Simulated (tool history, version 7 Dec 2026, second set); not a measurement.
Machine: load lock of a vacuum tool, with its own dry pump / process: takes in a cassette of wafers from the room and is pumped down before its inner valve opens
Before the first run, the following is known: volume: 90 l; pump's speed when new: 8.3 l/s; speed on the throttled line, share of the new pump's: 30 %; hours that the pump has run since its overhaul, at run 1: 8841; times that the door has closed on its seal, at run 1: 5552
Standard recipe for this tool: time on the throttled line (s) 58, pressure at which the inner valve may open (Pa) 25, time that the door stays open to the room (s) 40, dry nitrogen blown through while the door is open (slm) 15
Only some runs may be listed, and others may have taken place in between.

| run | hour | time on the throttled line (s) | pressure at which the inner valve may open (Pa) | time that the door stays open to the room (s) | dry nitrogen blown through while the door is open (slm) | hours that the pump has run since its overhaul | times that the door has closed on its seal | incoming humidity of the room's air, % | time from the closed door until the inner valve may open (s) | rise of the pressure with all valves shut (Pa/min) |
|---|---|---|---|---|---|---|---|---|---|---|
| 1 | 0 | 58 | 25 | 40 | 15 | 8841 | 5552 | 43.8 | 141.6 | 0.026 |
| 2 | 150.4 | 58 | 25 | 40 | 15 | 8991 | 5727 | 46.5 | 142.4 | 0.033 |
| 3 | 253.7 | 58 | 25 | 40 | 6 | 9095 | 5848 | 44.7 | 139.4 | 0.034 |
| 4 | 379.6 | 58 | 25 | 40 | 6 | 9221 | 5994 | 44.6 | 139.9 | 0.03 |
| 5 | 460.3 | 58 | 25 | 40 | 6 | 9301 | 6088 | 48.5 | 140.2 | 0.039 |
| 6 | 579.9 | 58 | 25 | 40 | 15 | 9421 | 6228 | 42.7 | 142.8 | 0.03 |
| 7 | 660.1 | 58 | 25 | 98 | 15 | 9501 | 6321 | 46.4 | 141 | 0.039 |
| 8 | 776 | 58 | 25 | 98 | 20 | 9617 | 6456 | 43.4 | 140.5 | 0.035 |
| 9 | 898 | 58 | 25 | 98 | 20 | 9739 | 6598 | 46.2 | 140.5 | 0.038 |
| 10 | 991.5 | 58 | 25 | 184 | 15 | 9833 | 6707 | 42.9 | 141.7 | 0.04 |
| 11 | 1060.7 | 58 | 25 | 184 | 15 | 9902 | 6788 | 46.8 | 141.8 | 0.041 |
| 12 | 1161.6 | 58 | 25 | 40 | 6 | 10003 | 6906 | 47.1 | 141.2 | 0.039 |
| 13 | 1269.1 | 58 | 25 | 40 | 6 | 10110 | 7031 | 47.8 | 140.4 | 0.039 |
| 14 | 1403 | 58 | 25 | 40 | 6 | 10244 | 7187 | 46.8 | 141.3 | 0.044 |
| 15 | 1469.4 | 58 | 25 | 40 | 8 | 10310 | 7264 | 45.2 | 141.4 | 0.037 |
| 16 | 1560.4 | 58 | 25 | 40 | 8 | 10401 | 7370 | 44.2 | 140.4 | 0.041 |
| 17 | 1655.6 | 58 | 24 | 40 | 15 | 10497 | 7481 | 42 | 140.5 | 0.034 |
| 18 | 1814.5 | 58 | 24 | 40 | 15 | 10656 | 7667 | 43.5 | 142.7 | 0.036 |
| 19 | 1909.2 | 58 | 24 | 40 | 15 | 10750 | 7777 | 46 | 142 | 0.041 |
| 20 | 1983.6 | 58 | 41 | 48 | 15 | 10825 | 7864 | 45.2 | 135 | 0.038 |
| 21 | 2097.4 | 91 | 41 | 36 | 15 | 10938 | 7996 | 48 | 157.6 | 0.046 |
| 22 | 2261.2 | 58 | 25 | 96 | 4 | 11102 | 8187 | 43.7 | 141.7 | 0.058 |
| 23 | 2342.9 | 58 | 25 | 96 | 4 | 11184 | 8282 | 44.1 | 140.9 | 0.053 |
| 24 | 2468 | 40 | 25 | 64 | 15 | 11309 | 8428 | 42.9 | 131.7 | 0.047 |
| 25 | 2622.6 | 42 | 37 | 130 | 4 | 11464 | 8608 | 45.2 | 126 | 0.064 |
| 26 | 2714 | 42 | 37 | 130 | 4 | 11555 | 8715 | 45.1 | 125.4 | 0.058 |
| 27 | 2845.1 | 46 | 37 | 130 | 24 | 11686 | 8868 | 42.1 | 130.8 | 0.045 |
| 28 | 2945 | 75 | 19 | 130 | 24 | 11786 | 8984 | 47.3 | 158.1 | 0.049 |
| 29 | 3101.6 | 54 | 24 | 88 | 11 | 11943 | 9167 | 44.1 | 142.2 | 0.059 |
| 30 | 3188.1 | 89 | 48 | 46 | 15 | 12029 | 9267 | 46.7 | 154 | 0.041 |
| 31 | 3264.8 | 58 | 42 | 70 | 15 | 12106 | 9357 | 48.8 | 135.7 | 0.053 |
| 32 | 3424.7 | 75 | 44 | 40 | 15 | 12266 | 9543 | 44.1 | 147.2 | 0.049 |
| 33 | 3517.6 | 95 | 19 | 37 | 42 | 12359 | 9651 | 44.1 | 173.3 | 0.043 |
| 34 | 3635.7 | 95 | 19 | 37 | 42 | 12477 | 9789 | 42.4 | 172.2 | 0.042 |
| 35 | 3794.1 | 102 | 25 | 62 | 41 | 12635 | 9974 | 46.9 | 174.7 | 0.045 |
| 36 | 3864.1 | 102 | 25 | 62 | 41 | 12705 | 10055 | 43.7 | 171.8 | 0.05 |
| 37 | 4003.5 | 102 | 25 | 62 | 41 | 12845 | 10218 | 46.1 | 174.8 | 0.052 |

Pick out some run-to-run changes in time from the closed door until the inner valve may open (s). Of each, how much would a tool without hidden state show as well, from the settings, what came in and chance, and how much is left for the hidden state and any gauge scatter not in both results compared?
The tool's hidden condition here consists of: pump's speed, % of a new pump's; leak at the door's seal, Pa l/s; drift of the gauge itself on ready_s, %; drift of the gauge itself on rise_pa_min, %.
Run 20 -> 21: time on the throttled line (s) 58 -> 91, time that the door stays open to the room (s) 48 -> 36. time from the closed door until the inner valve may open (s) +22.6: hidden state -1.4, all else +24.
Run 21 -> 22: time on the throttled line (s) 91 -> 58, pressure at which the inner valve may open (Pa) 41 -> 25, time that the door stays open to the room (s) 36 -> 96, dry nitrogen blown through while the door is open (slm) 15 -> 4. time from the closed door until the inner valve may open (s) -15.9: hidden state +2.4, all else -18.3.
Run 27 -> 28: time on the throttled line (s) 46 -> 75, pressure at which the inner valve may open (Pa) 37 -> 19. time from the closed door until the inner valve may open (s) +27.3: hidden state -0.1, all else +27.4.
Run 29 -> 30: time on the throttled line (s) 54 -> 89, pressure at which the inner valve may open (Pa) 24 -> 48, time that the door stays open to the room (s) 88 -> 46, dry nitrogen blown through while the door is open (slm) 11 -> 15. time from the closed door until the inner valve may open (s) +11.8: hidden state -3, all else +14.8.
Run 30 -> 31: time on the throttled line (s) 89 -> 58, pressure at which the inner valve may open (Pa) 48 -> 42, time that the door stays open to the room (s) 46 -> 70. time from the closed door until the inner valve may open (s) -18.3: hidden state +1.8, all else -20.1.
Run 32 -> 33: time on the throttled line (s) 75 -> 95, pressure at which the inner valve may open (Pa) 44 -> 19, time that the door stays open to the room (s) 40 -> 37, dry nitrogen blown through while the door is open (slm) 15 -> 42. time from the closed door until the inner valve may open (s) +26.1: hidden state +0.7, all else +25.4.
